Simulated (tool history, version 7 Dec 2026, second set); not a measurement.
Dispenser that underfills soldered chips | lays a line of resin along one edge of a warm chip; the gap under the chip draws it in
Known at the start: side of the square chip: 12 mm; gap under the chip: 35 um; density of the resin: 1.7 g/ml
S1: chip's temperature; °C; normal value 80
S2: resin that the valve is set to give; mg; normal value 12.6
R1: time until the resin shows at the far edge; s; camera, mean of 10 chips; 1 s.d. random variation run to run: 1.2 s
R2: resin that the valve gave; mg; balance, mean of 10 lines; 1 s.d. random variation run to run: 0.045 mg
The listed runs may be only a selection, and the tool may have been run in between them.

run	hour	S1	S2	R1	R2
1	0.0	80	12.6	135.4	12.40
2	4.2	69	12.6	276.8	12.26
# hour 6.7: new syringe of resin
3	8.2	69	12.6	215.7	12.23
4	10.8	80	15.1	133.6	14.65
5	14.2	92	12.6	85.3	12.16
# hour 17.8: new syringe of resin
6	19.7	80	12.6	123.1	12.18
7	22.0	80	12.6	135.5	12.17
8	25.3	80	12.6	151.0	12.15
9	28.2	80	12.6	165.7	12.09
# hour 28.8: new syringe of resin
10	32.2	80	12.6	132.4	12.07
11	37.4	80	12.6	164.2	12.06
# hour 39.8: new syringe of resin
12	41.3	71	12.6	198.7	12.05
13	45.4	71	12.7	228.4	12.07
14	49.2	79	12.7	172.3	11.94
# hour 50.6: new syringe of resin
15	53.9	79	12.7	139.2	11.97
16	57.4	66	12.6	315.0	11.91
# hour 61.5: new syringe of resin
17	62.2	66	12.6	247.8	11.83
# hour 65.3: dispensing valve cleaned and set on the balance
18	67.5	66	11.6	292.4	11.60
19	71.3	66	11.6	333.4	11.63
# hour 73.5: new syringe of resin
20	75.6	80	13.0	121.6	12.94
21	79.1	71	10.7	236.1	10.61
22	83.5	89	14.3	105.1	14.11
# hour 84.5: new syringe of resin
23	87.7	82	10.9	120.3	10.80

For run 24, what comes out?
24	90.6	82	12.5	?	?

{"run 24": {"R1": 128.8, "R2": 12.29}}
The same run, on a tool lacking any hidden state, would have yielded R1 105.4 s, R2 12.47 mg.
